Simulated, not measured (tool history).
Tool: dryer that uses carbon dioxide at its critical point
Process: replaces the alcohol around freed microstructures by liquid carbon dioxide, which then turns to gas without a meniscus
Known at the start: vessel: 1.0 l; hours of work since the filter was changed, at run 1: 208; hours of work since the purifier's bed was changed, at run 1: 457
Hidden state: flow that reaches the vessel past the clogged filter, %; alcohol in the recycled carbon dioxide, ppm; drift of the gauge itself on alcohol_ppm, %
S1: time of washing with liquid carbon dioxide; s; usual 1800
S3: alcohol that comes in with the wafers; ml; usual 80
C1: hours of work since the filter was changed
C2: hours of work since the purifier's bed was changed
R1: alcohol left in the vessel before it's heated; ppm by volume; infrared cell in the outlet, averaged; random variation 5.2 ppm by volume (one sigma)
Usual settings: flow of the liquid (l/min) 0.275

run 1 hour=0.0 | S1=1800 flow_of_the_liquid_(l/min)=0.275 S3=80 | C1=208 C2=457 | R1=242
run 2 hour=31.9 | S1=1800 flow_of_the_liquid_(l/min)=0.275 S3=80 | C1=225 C2=475 | R1=258
run 3 hour=56.2 | S1=1800 flow_of_the_liquid_(l/min)=0.275 S3=80 | C1=239 C2=488 | R1=266
run 4 hour=108.7 | S1=2460 flow_of_the_liquid_(l/min)=0.275 S3=80 | C1=268 C2=517 | R1=108
run 5 hour=133.7 | S1=2460 flow_of_the_liquid_(l/min)=0.275 S3=80 | C1=282 C2=531 | R1=114
run 6 hour=173.6 | S1=2460 flow_of_the_liquid_(l/min)=0.275 S3=80 | C1=304 C2=553 | R1=109
run 7 hour=205.4 | S1=2460 flow_of_the_liquid_(l/min)=0.275 S3=80 | C1=321 C2=570 | R1=125
run 8 hour=251.9 | S1=1500 flow_of_the_liquid_(l/min)=0.275 S3=80 | C1=347 C2=596 | R1=731
run 9 hour=281.1 | S1=1800 flow_of_the_liquid_(l/min)=0.275 S3=80 | C1=363 C2=612 | R1=359
run 10 hour=322.5 | S1=1800 flow_of_the_liquid_(l/min)=0.275 S3=80 | C1=386 C2=635 | R1=367
-- hour=332.4 inlet filter changed
run 11 hour=350.8 | S1=1800 flow_of_the_liquid_(l/min)=0.275 S3=80 | C1=10 C2=650 | R1=202
run 12 hour=396.2 | S1=1800 flow_of_the_liquid_(l/min)=0.275 S3=80 | C1=35 C2=675 | R1=208
run 13 hour=423.6 | S1=1800 flow_of_the_liquid_(l/min)=0.275 S3=80 | C1=50 C2=691 | R1=212
run 14 hour=473.3 | S1=1800 flow_of_the_liquid_(l/min)=0.275 S3=80 | C1=78 C2=718 | R1=220
run 15 hour=511.9 | S1=1800 flow_of_the_liquid_(l/min)=0.275 S3=80 | C1=99 C2=739 | R1=232
run 16 hour=555.8 | S1=1800 flow_of_the_liquid_(l/min)=0.275 S3=80 | C1=123 C2=764 | R1=255
run 17 hour=614.6 | S1=1800 flow_of_the_liquid_(l/min)=0.275 S3=80 | C1=156 C2=796 | R1=263
run 18 hour=646.8 | S1=1800 flow_of_the_liquid_(l/min)=0.275 S3=80 | C1=174 C2=814 | R1=267
run 19 hour=683.8 | S1=1680 flow_of_the_liquid_(l/min)=0.317 S3=27 | C1=194 C2=834 | R1=161
run 20 hour=734.9 | S1=1920 flow_of_the_liquid_(l/min)=0.219 S3=80 | C1=222 C2=863 | R1=541
run 21 hour=759.0 | S1=2280 flow_of_the_liquid_(l/min)=0.173 S3=80 | C1=236 C2=876 | R1=721
run 22 hour=791.8 | S1=1140 flow_of_the_liquid_(l/min)=0.275 S3=80 | C1=254 C2=894 | R1=1792
run 23 hour=818.1 | S1=1740 flow_of_the_liquid_(l/min)=0.181 S3=27 | C1=268 C2=909 | R1=694
run 24 hour=849.1 | S1=1740 flow_of_the_liquid_(l/min)=0.324 S3=41 | C1=286 C2=926 | R1=187
run 25 hour=905.2 | S1=1260 flow_of_the_liquid_(l/min)=0.324 S3=25 | C1=317 C2=957 | R1=337
run 26 hour=928.8 | S1=1800 flow_of_the_liquid_(l/min)=0.445 S3=80 | C1=330 C2=970 | R1=163
run 27 hour=986.4 | S1=1800 flow_of_the_liquid_(l/min)=0.445 S3=80 | C1=361 C2=1002 | R1=172
-- hour=1041.3 inlet filter changed
run 28 hour=1042.4 | S1=1800 flow_of_the_liquid_(l/min)=0.275 S3=26 | C1=1 C2=1032 | R1=184

4 ways to go on from here, each from the tool as it stands after run 28. What would each give?
run A hour=1068.1 | S1=2580 flow_of_the_liquid_(l/min)=0.275 S3=82 | C1=15 C2=1046 | R1=?
run B hour=1068.1 | S1=2220 flow_of_the_liquid_(l/min)=0.263 S3=24 | C1=15 C2=1046 | R1=?
run C hour=1068.1 | S1=1800 flow_of_the_liquid_(l/min)=0.275 S3=23 | C1=15 C2=1046 | R1=?
run D hour=1068.1 | S1=1440 flow_of_the_liquid_(l/min)=0.275 S3=69 | C1=15 C2=1046 | R1=?

run=A R1=167
run=B R1=178
run=C R1=195
run=D R1=484
Without the tool's hidden state the same runs would have given:
run=A R1=6
run=B R1=14
run=C R1=30
run=D R1=302
